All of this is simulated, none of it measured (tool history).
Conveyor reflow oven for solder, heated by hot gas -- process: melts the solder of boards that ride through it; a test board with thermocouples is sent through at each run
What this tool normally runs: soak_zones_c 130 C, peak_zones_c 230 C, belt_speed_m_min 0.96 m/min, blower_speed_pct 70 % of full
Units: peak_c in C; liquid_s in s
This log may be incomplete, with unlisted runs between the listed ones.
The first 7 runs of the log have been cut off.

Run 8, hour 72.2: usual settings. Result: peak_c 204.8 C, liquid_s 26.7 s.
Run 9, hour 80.9: usual settings. Result: peak_c 204.6 C, liquid_s 26.8 s.
At hour 93.8: thermocouples of zones 6 and 7 changed.
Run 10, hour 93.8: usual settings. Result: peak_c 204.6 C, liquid_s 26.8 s.
Run 11, hour 107.8: usual settings. Result: peak_c 204.5 C, liquid_s 26.5 s.
Run 12, hour 120.4: usual settings. Result: peak_c 204.5 C, liquid_s 26.7 s.
Run 13, hour 129.2: usual settings. Result: peak_c 204.4 C, liquid_s 26.7 s.
Run 14, hour 138: usual settings. Result: peak_c 204.4 C, liquid_s 26.4 s.
Run 15, hour 145.2: usual settings but blower_speed_pct 62 % of full. Result: peak_c 201.3 C, liquid_s 23.4 s.
Run 16, hour 152.4: usual settings but blower_speed_pct 62 % of full. Result: peak_c 201.2 C, liquid_s 23.2 s.
Run 17, hour 163.8: usual settings but blower_speed_pct 62 % of full. Result: peak_c 200.8 C, liquid_s 23.3 s.
Run 18, hour 173.4: usual settings but soak_zones_c 122 C, blower_speed_pct 65 % of full. Result: peak_c 200 C, liquid_s 21.3 s.
Run 19, hour 184: usual settings but soak_zones_c 131 C, belt_speed_m_min 0.777 m/min, blower_speed_pct 69 % of full. Result: peak_c 211.6 C, liquid_s 40.5 s.
Run 20, hour 194.5: usual settings but soak_zones_c 142 C, peak_zones_c 226 C, blower_speed_pct 86 % of full. Result: peak_c 208.3 C, liquid_s 32.8 s.
Run 21, hour 204.4: usual settings but soak_zones_c 124 C, belt_speed_m_min 0.895 m/min. Result: peak_c 205.4 C, liquid_s 28.2 s.
Run 22, hour 215.1: usual settings but soak_zones_c 138 C, peak_zones_c 220 C, belt_speed_m_min 0.895 m/min. Result: peak_c 200.6 C, liquid_s 27.1 s.
Run 23, hour 221: usual settings but soak_zones_c 138 C, peak_zones_c 224 C, belt_speed_m_min 0.895 m/min. Result: peak_c 204 C, liquid_s 30.2 s.
Run 24, hour 232.9: usual settings but peak_zones_c 225 C, blower_speed_pct 65 % of full. Result: peak_c 197.9 C, liquid_s 20.7 s.
Run 25, hour 243.9: usual settings but peak_zones_c 234 C, blower_speed_pct 59 % of full. Result: peak_c 202.5 C, liquid_s 23.8 s.
Run 26, hour 251.5: usual settings but peak_zones_c 234 C, belt_speed_m_min 1.011 m/min, blower_speed_pct 50 % of full. Result: peak_c 194.7 C, liquid_s 15.2 s.
Run 27, hour 258.7: usual settings but soak_zones_c 115 C, peak_zones_c 235 C, belt_speed_m_min 0.957 m/min, blower_speed_pct 89 % of full. Result: peak_c 210.6 C, liquid_s 29 s.
Run 28, hour 271.9: usual settings but peak_zones_c 235 C. Result: peak_c 207.7 C, liquid_s 28.5 s.
Run 29, hour 280.5: usual settings but peak_zones_c 235 C. Result: peak_c 207.2 C, liquid_s 28.9 s.
Run 30, hour 293.3: usual settings but peak_zones_c 235 C, belt_speed_m_min 1.094 m/min, blower_speed_pct 61 % of full. Result: peak_c 197.1 C, liquid_s 16.6 s.
Run 31, hour 305.4: usual settings but peak_zones_c 231 C, blower_speed_pct 57 % of full. Result: peak_c 198.5 C, liquid_s 20.7 s.

Predict each of these 3 candidate next runs independently; none follows another, all start after run 31:
Run A, hour 316.4: usual settings but peak_zones_c 223 C, blower_speed_pct 57 % of full. Result: peak_c ?, liquid_s ?.
Run B, hour 316.4: usual settings but soak_zones_c 131 C, peak_zones_c 242 C, blower_speed_pct 61 % of full. Result: peak_c ?, liquid_s ?.
Run C, hour 316.4: usual settings but soak_zones_c 118 C, blower_speed_pct 86 % of full. Result: peak_c ?, liquid_s ?.

run  peak_c  liquid_s
  A   192.9      14.3
  B   208.9      29.6
  C   206.2      26.1
What these runs would have given with no unlogged condition in the tool:
run  peak_c  liquid_s
  A   195.2      17.1
  B   211.6      31.4
  C   209.4      28.5
